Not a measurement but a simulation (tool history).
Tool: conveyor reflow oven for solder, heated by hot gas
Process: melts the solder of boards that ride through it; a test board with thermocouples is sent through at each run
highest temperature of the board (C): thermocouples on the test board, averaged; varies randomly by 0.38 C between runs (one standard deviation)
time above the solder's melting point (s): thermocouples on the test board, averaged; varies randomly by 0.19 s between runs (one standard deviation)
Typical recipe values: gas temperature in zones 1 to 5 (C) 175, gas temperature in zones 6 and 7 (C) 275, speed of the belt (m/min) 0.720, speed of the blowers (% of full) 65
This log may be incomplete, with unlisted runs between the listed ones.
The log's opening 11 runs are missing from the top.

run,hour,gas temperature in zones 1 to 5 (C),gas temperature in zones 6 and 7 (C),speed of the belt (m/min),speed of the blowers (% of full),hours of work since the flux was cleaned out,hours of work since the belt drive was overhauled,hours of work since the thermocouples were changed,highest temperature of the board (C),time above the solder's melting point (s)
12,125.3,178,275,0.720,59,215,456,142,256.0,46.1
13,140.1,175,288,0.720,65,224,465,151,268.5,51.3
14,153.7,175,288,0.720,65,233,474,160,267.6,51.1
15,165.3,175,288,0.720,65,240,481,167,268.2,51.6
16,174.0,175,288,0.720,65,246,487,172,267.6,51.3
17,183.7,175,272,0.720,70,252,493,179,254.8,45.1
18,199.7,160,263,0.794,65,262,503,189,238.3,26.6
19,206.7,160,263,0.794,65,266,507,193,238.4,26.8
20,221.1,187,263,0.717,65,276,516,202,248.2,45.3
21,238.1,189,263,0.686,65,286,527,213,250.1,49.5
22,251.3,170,266,0.802,74,295,535,221,244.3,33.4
23,266.4,170,263,0.802,74,304,545,231,242.7,31.4
24,274.7,167,275,0.635,65,309,550,236,259.1,51.8
25,286.4,167,275,0.720,72,317,558,243,256.1,43.6
26,296.3,167,275,0.720,72,323,564,250,255.6,43.7
27,305.1,175,285,0.720,65,329,569,255,264.2,49.8
28,313.5,189,280,0.686,56,334,575,261,263.2,55.9
29,329.9,189,267,0.667,66,344,585,271,254.5,53.3
30,344.3,189,267,0.667,66,353,594,280,253.4,53.7
31,355.1,189,267,0.667,66,360,601,287,254.8,53.5
32,372.2,189,269,0.660,90,371,612,298,259.0,57.0

Predict each of these 3 candidate next runs independently; none follows another, all start after run 32:
A,388.0,189,271,0.660,79,381,622,308,?,?
B,388.0,189,284,0.817,90,381,622,308,?,?
C,388.0,175,269,0.720,65,381,622,308,?,?

run,highest temperature of the board (C),time above the solder's melting point (s)
A,259.9,57.4
B,265.5,47.9
C,249.3,42.6
The same runs, with their run-to-run variation unchanged, on a tool lacking any hidden condition would have given:
run,highest temperature of the board (C),time above the solder's melting point (s)
A,261.4,57.8
B,268.4,48.5
C,251.5,44.1
